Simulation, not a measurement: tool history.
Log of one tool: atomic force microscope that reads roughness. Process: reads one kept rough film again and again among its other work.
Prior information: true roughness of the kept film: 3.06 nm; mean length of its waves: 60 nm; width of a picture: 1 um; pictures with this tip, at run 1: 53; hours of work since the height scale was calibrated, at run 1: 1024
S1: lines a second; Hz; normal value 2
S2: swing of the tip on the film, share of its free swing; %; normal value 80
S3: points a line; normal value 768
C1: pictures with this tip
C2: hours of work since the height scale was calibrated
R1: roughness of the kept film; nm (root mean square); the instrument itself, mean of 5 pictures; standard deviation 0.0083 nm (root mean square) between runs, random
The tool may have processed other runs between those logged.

run 1 day=0 | S1=2 S2=80 S3=768 | C1=53 C2=1024 | R1=2.464
run 2 day=1.175 | S1=2 S2=80 S3=768 | C1=95 C2=1040 | R1=2.443
-- day=1.35 new tip fitted
run 3 day=2.496 | S1=2 S2=80 S3=768 | C1=41 C2=1058 | R1=2.465
run 4 day=3.888 | S1=2 S2=80 S3=637 | C1=91 C2=1076 | R1=2.436
-- day=4.238 new tip fitted
run 5 day=6.225 | S1=0.93 S2=80 S3=768 | C1=71 C2=1108 | R1=2.701
-- day=7.146 new tip fitted
run 6 day=8.533 | S1=2 S2=80 S3=768 | C1=50 C2=1138 | R1=2.478
-- day=10.042 new tip fitted
run 7 day=10.554 | S1=2 S2=80 S3=768 | C1=18 C2=1165 | R1=2.471
run 8 day=12.842 | S1=2 S2=80 S3=768 | C1=100 C2=1196 | R1=2.449
-- day=13 new tip fitted
run 9 day=14.108 | S1=2 S2=80 S3=768 | C1=39 C2=1213 | R1=2.488
run 10 day=15.317 | S1=2 S2=61 S3=768 | C1=83 C2=1229 | R1=2.735
-- day=15.983 new tip fitted
run 11 day=17.862 | S1=2 S2=80 S3=768 | C1=67 C2=1263 | R1=2.456
-- day=18.992 new tip fitted
run 12 day=19.417 | S1=2 S2=80 S3=789 | C1=15 C2=1284 | R1=2.483
run 13 day=20.725 | S1=2 S2=86 S3=789 | C1=62 C2=1301 | R1=2.323
-- day=21.867 new tip fitted
run 14 day=22.208 | S1=2 S2=86 S3=789 | C1=12 C2=1321 | R1=2.34
run 15 day=23.875 | S1=2 S2=86 S3=789 | C1=72 C2=1343 | R1=2.312
-- day=24.746 new tip fitted
run 16 day=26.104 | S1=2 S2=86 S3=789 | C1=48 C2=1373 | R1=2.306
-- day=27.7 new tip fitted
run 17 day=27.938 | S1=2 S2=80 S3=768 | C1=8 C2=1398 | R1=2.475
run 18 day=30.275 | S1=2 S2=80 S3=768 | C1=92 C2=1429 | R1=2.435
-- day=30.667 new tip fitted
run 19 day=31.812 | S1=2 S2=80 S3=768 | C1=41 C2=1450 | R1=2.449
-- day=33.533 new tip fitted
run 20 day=34.367 | S1=2 S2=80 S3=768 | C1=30 C2=1484 | R1=2.47
run 21 day=35.742 | S1=2 S2=80 S3=569 | C1=79 C2=1502 | R1=2.443
-- day=36.421 new tip fitted
run 22 day=37.383 | S1=0.58 S2=80 S3=569 | C1=35 C2=1524 | R1=2.8
-- day=39.3 new tip fitted
run 23 day=39.967 | S1=0.58 S2=80 S3=569 | C1=24 C2=1558 | R1=2.785
-- day=42.238 new tip fitted
run 24 day=42.475 | S1=2 S2=80 S3=464 | C1=8 C2=1592 | R1=2.467
run 25 day=44.3 | S1=2 S2=80 S3=464 | C1=74 C2=1617 | R1=2.446
-- day=45.167 new tip fitted
run 26 day=45.796 | S1=2 S2=80 S3=518 | C1=22 C2=1636 | R1=2.464
run 27 day=47.633 | S1=2 S2=71 S3=768 | C1=88 C2=1661 | R1=2.607
-- day=48.088 new tip fitted
run 28 day=49.717 | S1=2 S2=76 S3=484 | C1=58 C2=1689 | R1=2.526
-- day=51.092 new tip fitted
run 29 day=51.467 | S1=0.62 S2=60 S3=481 | C1=13 C2=1712 | R1=2.915
run 30 day=53.146 | S1=0.62 S2=60 S3=481 | C1=74 C2=1735 | R1=2.87
-- day=53.929 new tip fitted
run 31 day=55.688 | S1=0.62 S2=60 S3=481 | C1=63 C2=1769 | R1=2.886
-- day=56.962 new tip fitted
run 32 day=57.304 | S1=0.62 S2=60 S3=481 | C1=12 C2=1790 | R1=2.889
run 33 day=59.317 | S1=0.5 S2=80 S3=774 | C1=84 C2=1817 | R1=2.784
-- day=59.95 new tip fitted
run 34 day=61.379 | S1=0.5 S2=80 S3=774 | C1=52 C2=1845 | R1=2.805
-- day=62.858 new tip fitted
run 35 day=63.575 | S1=0.83 S2=80 S3=768 | C1=26 C2=1874 | R1=2.726
-- day=65.075 height scale calibrated on a step standard
run 36 day=65.646 | S1=0.76 S2=80 S3=768 | C1=98 C2=8 | R1=2.755
-- day=65.867 new tip fitted
run 37 day=66.892 | S1=0.76 S2=80 S3=768 | C1=36 C2=24 | R1=2.788
run 38 day=68.262 | S1=2 S2=55 S3=257 | C1=85 C2=43 | R1=2.821
-- day=68.821 new tip fitted
run 39 day=69.638 | S1=2 S2=55 S3=257 | C1=29 C2=61 | R1=2.858
run 40 day=71.238 | S1=1.08 S2=89 S3=332 | C1=86 C2=82 | R1=2.534
-- day=71.771 new tip fitted
run 41 day=73.238 | S1=0.67 S2=80 S3=342 | C1=52 C2=109 | R1=2.775
-- day=74.675 new tip fitted
run 42 day=74.925 | S1=0.9 S2=69 S3=301 | C1=9 C2=132 | R1=2.84
run 43 day=77.2 | S1=0.74 S2=56 S3=277 | C1=91 C2=162 | R1=2.896
-- day=77.525 new tip fitted
run 44 day=79.608 | S1=0.84 S2=62 S3=358 | C1=74 C2=194 | R1=2.87
-- day=80.438 new tip fitted
run 45 day=81.529 | S1=2.97 S2=66 S3=947 | C1=40 C2=220 | R1=2.636
-- day=83.279 new tip fitted
run 46 day=83.5 | S1=3.09 S2=80 S3=1016 | C1=7 C2=246 | R1=2.292
run 47 day=85.792 | S1=2.98 S2=71 S3=768 | C1=90 C2=277 | R1=2.482

Run 48 comes next. What will it give?
-- day=86.208 new tip fitted
run 48 day=86.846 | S1=1.4 S2=80 S3=343 | C1=23 C2=291 | R1=?

R1: 2.6 nm (root mean square)
Were there no unlogged condition in the tool, this run, its random variation unchanged, would have produced R1 2.622 nm (root mean square).
